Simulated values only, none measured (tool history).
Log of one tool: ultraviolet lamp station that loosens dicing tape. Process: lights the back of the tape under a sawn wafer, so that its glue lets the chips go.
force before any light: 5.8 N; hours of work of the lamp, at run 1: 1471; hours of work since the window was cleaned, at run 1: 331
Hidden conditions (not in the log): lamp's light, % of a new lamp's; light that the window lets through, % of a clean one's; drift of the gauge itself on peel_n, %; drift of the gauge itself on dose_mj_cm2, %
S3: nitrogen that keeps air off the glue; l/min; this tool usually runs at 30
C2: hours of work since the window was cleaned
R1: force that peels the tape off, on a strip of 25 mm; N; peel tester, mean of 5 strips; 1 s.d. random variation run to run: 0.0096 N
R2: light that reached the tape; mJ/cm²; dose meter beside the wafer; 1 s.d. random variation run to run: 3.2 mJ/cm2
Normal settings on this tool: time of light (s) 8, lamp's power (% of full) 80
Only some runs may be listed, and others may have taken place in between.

{"run": 1, "day": 0.0, "time of light (s)": 8, "lamp's power (% of full)": 80, "S3": 30, "hours of work of the lamp": 1471, "C2": 331, "R1": 0.713, "R2": 390}
{"run": 2, "day": 2.471, "time of light (s)": 8, "lamp's power (% of full)": 80, "S3": 30, "hours of work of the lamp": 1508, "C2": 368, "R1": 0.745, "R2": 383}
{"run": 3, "day": 4.492, "time of light (s)": 8, "lamp's power (% of full)": 80, "S3": 30, "hours of work of the lamp": 1539, "C2": 399, "R1": 0.773, "R2": 382}
{"run": 4, "day": 6.579, "time of light (s)": 8, "lamp's power (% of full)": 80, "S3": 14, "hours of work of the lamp": 1571, "C2": 430, "R1": 1.189, "R2": 371}
{"run": 5, "day": 9.521, "time of light (s)": 8, "lamp's power (% of full)": 80, "S3": 14, "hours of work of the lamp": 1615, "C2": 475, "R1": 1.217, "R2": 370}
{"run": 6, "day": 11.225, "time of light (s)": 8, "lamp's power (% of full)": 80, "S3": 14, "hours of work of the lamp": 1641, "C2": 501, "R1": 1.189, "R2": 370}
{"run": 7, "day": 13.988, "time of light (s)": 8, "lamp's power (% of full)": 80, "S3": 14, "hours of work of the lamp": 1683, "C2": 542, "R1": 1.238, "R2": 370}
{"day": 16.767, "done": "lamp changed"}
{"run": 8, "day": 16.971, "time of light (s)": 8, "lamp's power (% of full)": 80, "S3": 14, "hours of work of the lamp": 3, "C2": 587, "R1": 0.772, "R2": 475}
{"run": 9, "day": 20.071, "time of light (s)": 8, "lamp's power (% of full)": 80, "S3": 14, "hours of work of the lamp": 50, "C2": 634, "R1": 0.814, "R2": 465}
{"day": 20.392, "done": "window cleaned of glue's vapour"}
{"run": 10, "day": 23.6, "time of light (s)": 8, "lamp's power (% of full)": 80, "S3": 14, "hours of work of the lamp": 103, "C2": 49, "R1": 0.914, "R2": 441}
{"run": 11, "day": 27.008, "time of light (s)": 8, "lamp's power (% of full)": 80, "S3": 14, "hours of work of the lamp": 155, "C2": 100, "R1": 0.943, "R2": 438}
{"run": 12, "day": 29.192, "time of light (s)": 8, "lamp's power (% of full)": 80, "S3": 30, "hours of work of the lamp": 188, "C2": 133, "R1": 0.587, "R2": 432}
{"run": 13, "day": 32.621, "time of light (s)": 8, "lamp's power (% of full)": 80, "S3": 30, "hours of work of the lamp": 240, "C2": 185, "R1": 0.588, "R2": 427}
{"run": 14, "day": 34.346, "time of light (s)": 8, "lamp's power (% of full)": 80, "S3": 30, "hours of work of the lamp": 266, "C2": 211, "R1": 0.617, "R2": 422}
{"run": 15, "day": 35.85, "time of light (s)": 8, "lamp's power (% of full)": 80, "S3": 30, "hours of work of the lamp": 289, "C2": 234, "R1": 0.614, "R2": 423}
{"day": 38.442, "done": "window cleaned of glue's vapour, once more"}
{"run": 16, "day": 38.442, "time of light (s)": 8, "lamp's power (% of full)": 80, "S3": 30, "hours of work of the lamp": 327, "C2": 0, "R1": 0.455, "R2": 486}
{"run": 17, "day": 40.575, "time of light (s)": 8, "lamp's power (% of full)": 80, "S3": 30, "hours of work of the lamp": 360, "C2": 32, "R1": 0.46, "R2": 480}
{"run": 18, "day": 42.179, "time of light (s)": 4, "lamp's power (% of full)": 80, "S3": 33, "hours of work of the lamp": 384, "C2": 57, "R1": 1.446, "R2": 239}
{"run": 19, "day": 43.783, "time of light (s)": 5, "lamp's power (% of full)": 80, "S3": 37, "hours of work of the lamp": 408, "C2": 81, "R1": 1.037, "R2": 301}
{"run": 20, "day": 45.392, "time of light (s)": 7, "lamp's power (% of full)": 96, "S3": 30, "hours of work of the lamp": 433, "C2": 105, "R1": 0.439, "R2": 499}
{"run": 21, "day": 48.258, "time of light (s)": 5, "lamp's power (% of full)": 75, "S3": 26, "hours of work of the lamp": 476, "C2": 149, "R1": 1.36, "R2": 273}
{"run": 22, "day": 50.65, "time of light (s)": 12, "lamp's power (% of full)": 80, "S3": 30, "hours of work of the lamp": 512, "C2": 185, "R1": 0.216, "R2": 704}
{"run": 23, "day": 52.662, "time of light (s)": 12, "lamp's power (% of full)": 80, "S3": 30, "hours of work of the lamp": 543, "C2": 215, "R1": 0.232, "R2": 692}
{"run": 24, "day": 56.217, "time of light (s)": 12, "lamp's power (% of full)": 82, "S3": 49, "hours of work of the lamp": 597, "C2": 269, "R1": 0.177, "R2": 694}
{"run": 25, "day": 58.883, "time of light (s)": 12, "lamp's power (% of full)": 82, "S3": 49, "hours of work of the lamp": 637, "C2": 309, "R1": 0.174, "R2": 688}
{"run": 26, "day": 61.104, "time of light (s)": 14, "lamp's power (% of full)": 74, "S3": 30, "hours of work of the lamp": 671, "C2": 343, "R1": 0.211, "R2": 715}

4 options for the next run, each taken on its own from the tool as it stands now. Forecast them:
{"run": "A", "day": 64.179, "time of light (s)": 15, "lamp's power (% of full)": 73, "S3": 28, "hours of work of the lamp": 717, "C2": 390, "R1": "?", "R2": "?"}
{"run": "B", "day": 64.179, "time of light (s)": 14, "lamp's power (% of full)": 81, "S3": 52, "hours of work of the lamp": 717, "C2": 390, "R1": "?", "R2": "?"}
{"run": "C", "day": 64.179, "time of light (s)": 8, "lamp's power (% of full)": 72, "S3": 19, "hours of work of the lamp": 717, "C2": 390, "R1": "?", "R2": "?"}
{"run": "D", "day": 64.179, "time of light (s)": 7, "lamp's power (% of full)": 74, "S3": 12, "hours of work of the lamp": 717, "C2": 390, "R1": "?", "R2": "?"}

run=A R1=0.201 R2=747
run=B R1=0.151 R2=777
run=C R1=0.934 R2=397
run=D R1=1.359 R2=356
Stripped of hidden state, with their random variation kept, the same runs would have yielded:
run=A R1=0.161 R2=870
run=B R1=0.134 R2=905
run=C R1=0.711 R2=463
run=D R1=1.087 R2=415

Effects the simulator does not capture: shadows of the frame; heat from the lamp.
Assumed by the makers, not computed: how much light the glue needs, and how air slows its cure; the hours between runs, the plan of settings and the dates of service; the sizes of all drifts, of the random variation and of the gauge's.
